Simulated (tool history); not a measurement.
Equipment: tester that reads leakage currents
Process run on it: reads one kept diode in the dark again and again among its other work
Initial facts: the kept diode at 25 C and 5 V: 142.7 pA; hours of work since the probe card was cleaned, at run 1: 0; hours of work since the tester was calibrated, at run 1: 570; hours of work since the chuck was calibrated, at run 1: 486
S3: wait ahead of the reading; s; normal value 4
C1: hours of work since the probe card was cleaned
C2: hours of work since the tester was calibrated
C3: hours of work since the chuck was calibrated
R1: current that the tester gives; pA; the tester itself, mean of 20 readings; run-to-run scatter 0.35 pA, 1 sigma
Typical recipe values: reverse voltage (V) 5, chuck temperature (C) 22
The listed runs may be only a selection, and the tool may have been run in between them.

run 1 hour=0 | reverse_voltage_(V)=5 chuck_temperature_(C)=22 S3=4 | C1=0 C2=570 C3=486 | R1=115.17
run 2 hour=64.8 | reverse_voltage_(V)=5 chuck_temperature_(C)=22 S3=4 | C1=41 C2=611 C3=527 | R1=114.65
run 3 hour=111.4 | reverse_voltage_(V)=5 chuck_temperature_(C)=22 S3=4 | C1=70 C2=640 C3=556 | R1=114.72
run 4 hour=194.9 | reverse_voltage_(V)=5 chuck_temperature_(C)=22 S3=4 | C1=123 C2=693 C3=608 | R1=115.13
run 5 hour=258.1 | reverse_voltage_(V)=5 chuck_temperature_(C)=22 S3=4 | C1=162 C2=733 C3=648 | R1=114.97
run 6 hour=326.3 | reverse_voltage_(V)=5 chuck_temperature_(C)=22 S3=4 | C1=205 C2=775 C3=691 | R1=115.12
run 7 hour=370.2 | reverse_voltage_(V)=5 chuck_temperature_(C)=22 S3=4 | C1=233 C2=803 C3=718 | R1=114.27
run 8 hour=446.2 | reverse_voltage_(V)=5 chuck_temperature_(C)=22 S3=4 | C1=280 C2=851 C3=766 | R1=114.2
run 9 hour=531.8 | reverse_voltage_(V)=7.71 chuck_temperature_(C)=22 S3=4 | C1=334 C2=905 C3=820 | R1=133.24
run 10 hour=579.7 | reverse_voltage_(V)=5 chuck_temperature_(C)=22 S3=4 | C1=364 C2=935 C3=850 | R1=114.91
run 11 hour=625.1 | reverse_voltage_(V)=5 chuck_temperature_(C)=22 S3=4 | C1=393 C2=963 C3=879 | R1=114.67
run 12 hour=700.7 | reverse_voltage_(V)=5 chuck_temperature_(C)=22 S3=4 | C1=440 C2=1011 C3=926 | R1=115
-- hour=743.6 chuck's temperature calibrated
run 13 hour=743.6 | reverse_voltage_(V)=5 chuck_temperature_(C)=50 S3=4 | C1=466 C2=1036 C3=0 | R1=767.14
run 14 hour=823.6 | reverse_voltage_(V)=5 chuck_temperature_(C)=50 S3=4 | C1=516 C2=1087 C3=50 | R1=766.27
run 15 hour=892.2 | reverse_voltage_(V)=5 chuck_temperature_(C)=22 S3=4 | C1=559 C2=1130 C3=93 | R1=115.18
run 16 hour=957.7 | reverse_voltage_(V)=5 chuck_temperature_(C)=42 S3=4 | C1=601 C2=1171 C3=135 | R1=462
run 17 hour=997.8 | reverse_voltage_(V)=5 chuck_temperature_(C)=42 S3=4 | C1=626 C2=1196 C3=160 | R1=462.33
run 18 hour=1052.3 | reverse_voltage_(V)=5 chuck_temperature_(C)=22 S3=4 | C1=660 C2=1230 C3=194 | R1=114.67
run 19 hour=1098.6 | reverse_voltage_(V)=5 chuck_temperature_(C)=22 S3=4 | C1=689 C2=1259 C3=223 | R1=114.92
run 20 hour=1140.8 | reverse_voltage_(V)=5 chuck_temperature_(C)=22 S3=4 | C1=716 C2=1286 C3=250 | R1=114.44
run 21 hour=1233.7 | reverse_voltage_(V)=5 chuck_temperature_(C)=22 S3=4 | C1=774 C2=1344 C3=308 | R1=114.76
run 22 hour=1325.4 | reverse_voltage_(V)=9.63 chuck_temperature_(C)=45 S3=0.38 | C1=832 C2=1402 C3=366 | R1=715.33
run 23 hour=1401.6 | reverse_voltage_(V)=1.73 chuck_temperature_(C)=22 S3=4.16 | C1=880 C2=1450 C3=414 | R1=78.59
run 24 hour=1474.2 | reverse_voltage_(V)=1.73 chuck_temperature_(C)=22 S3=4.16 | C1=925 C2=1496 C3=459 | R1=79
run 25 hour=1521.2 | reverse_voltage_(V)=18.36 chuck_temperature_(C)=53 S3=4.16 | C1=955 C2=1525 C3=489 | R1=1466.74
run 26 hour=1570.3 | reverse_voltage_(V)=5 chuck_temperature_(C)=22 S3=3.43 | C1=986 C2=1556 C3=520 | R1=114.58
run 27 hour=1631.4 | reverse_voltage_(V)=5 chuck_temperature_(C)=22 S3=3.43 | C1=1024 C2=1594 C3=558 | R1=114.59
run 28 hour=1698.5 | reverse_voltage_(V)=19.09 chuck_temperature_(C)=33 S3=7.09 | C1=1066 C2=1637 C3=600 | R1=405.75
-- hour=1719.6 probe card cleaned and baked
run 29 hour=1780.6 | reverse_voltage_(V)=9.07 chuck_temperature_(C)=59 S3=4.82 | C1=38 C2=1686 C3=650 | R1=1633.98
run 30 hour=1861.6 | reverse_voltage_(V)=9.07 chuck_temperature_(C)=59 S3=4.82 | C1=89 C2=1737 C3=701 | R1=1634.5
run 31 hour=1930.1 | reverse_voltage_(V)=9.07 chuck_temperature_(C)=59 S3=4.82 | C1=132 C2=1780 C3=744 | R1=1626.74
run 32 hour=2014.8 | reverse_voltage_(V)=1.22 chuck_temperature_(C)=40 S3=4 | C1=186 C2=1833 C3=797 | R1=245.75
run 33 hour=2074 | reverse_voltage_(V)=12.63 chuck_temperature_(C)=20 S3=2.65 | C1=223 C2=1871 C3=834 | R1=137.14
run 34 hour=2142.5 | reverse_voltage_(V)=4.66 chuck_temperature_(C)=22 S3=0.42 | C1=266 C2=1914 C3=877 | R1=114.56
run 35 hour=2226.3 | reverse_voltage_(V)=4.66 chuck_temperature_(C)=22 S3=0.42 | C1=318 C2=1966 C3=930 | R1=115.54
-- hour=2261.7 chuck's temperature calibrated
run 36 hour=2272.7 | reverse_voltage_(V)=4.86 chuck_temperature_(C)=28 S3=2.48 | C1=346 C2=1994 C3=7 | R1=176.79
run 37 hour=2362 | reverse_voltage_(V)=4.86 chuck_temperature_(C)=28 S3=2.48 | C1=402 C2=2050 C3=63 | R1=176.81
run 38 hour=2431.3 | reverse_voltage_(V)=8.06 chuck_temperature_(C)=50 S3=4.52 | C1=446 C2=2094 C3=107 | R1=907.51
run 39 hour=2497.5 | reverse_voltage_(V)=5.58 chuck_temperature_(C)=50 S3=2.81 | C1=488 C2=2135 C3=148 | R1=801.37
run 40 hour=2570.2 | reverse_voltage_(V)=5.69 chuck_temperature_(C)=35 S3=1.24 | C1=533 C2=2181 C3=194 | R1=304.57

For each run, the measured value with the value that run would have given without the tool's hidden condition subtracted. The run-to-run variation is shared by both, the gauge scatter possibly not:
The tool's hidden condition here consists of: stray current of the dirty probe card, pA a volt; current scale over the true one, %; true chuck temperature over the reading, C; drift of the gauge itself on leakage_pa, %.
run=1 R1=-0.1
run=2 R1=-0.1
run=3 R1=-0.1
run=4 R1=-0.1
run=5 R1=-0.1
run=6 R1=-0.1
run=7 R1=-0.11
run=8 R1=-0.11
run=9 R1=-0.11
run=10 R1=-0.1
run=11 R1=-0.11
run=12 R1=-0.12
run=13 R1=+0.05
run=14 R1=-0.01
run=15 R1=+0.06
run=16 R1=-0.02
run=17 R1=-0.03
run=18 R1=+0.06
run=19 R1=+0.05
run=20 R1=+0.05
run=21 R1=+0.04
run=22 R1=-0.16
run=23 R1=-0.01
run=24 R1=-0.02
run=25 R1=-0.49
run=26 R1=+0.04
run=27 R1=+0.04
run=28 R1=+0.21
run=29 R1=-1.41
run=30 R1=-1.51
run=31 R1=-1.59
run=32 R1=-0.29
run=33 R1=-0.12
run=34 R1=-0.14
run=35 R1=-0.14
run=36 R1=+0.08
run=37 R1=+0.07
run=38 R1=+0.13
run=39 R1=+0.05
run=40 R1=+0.05

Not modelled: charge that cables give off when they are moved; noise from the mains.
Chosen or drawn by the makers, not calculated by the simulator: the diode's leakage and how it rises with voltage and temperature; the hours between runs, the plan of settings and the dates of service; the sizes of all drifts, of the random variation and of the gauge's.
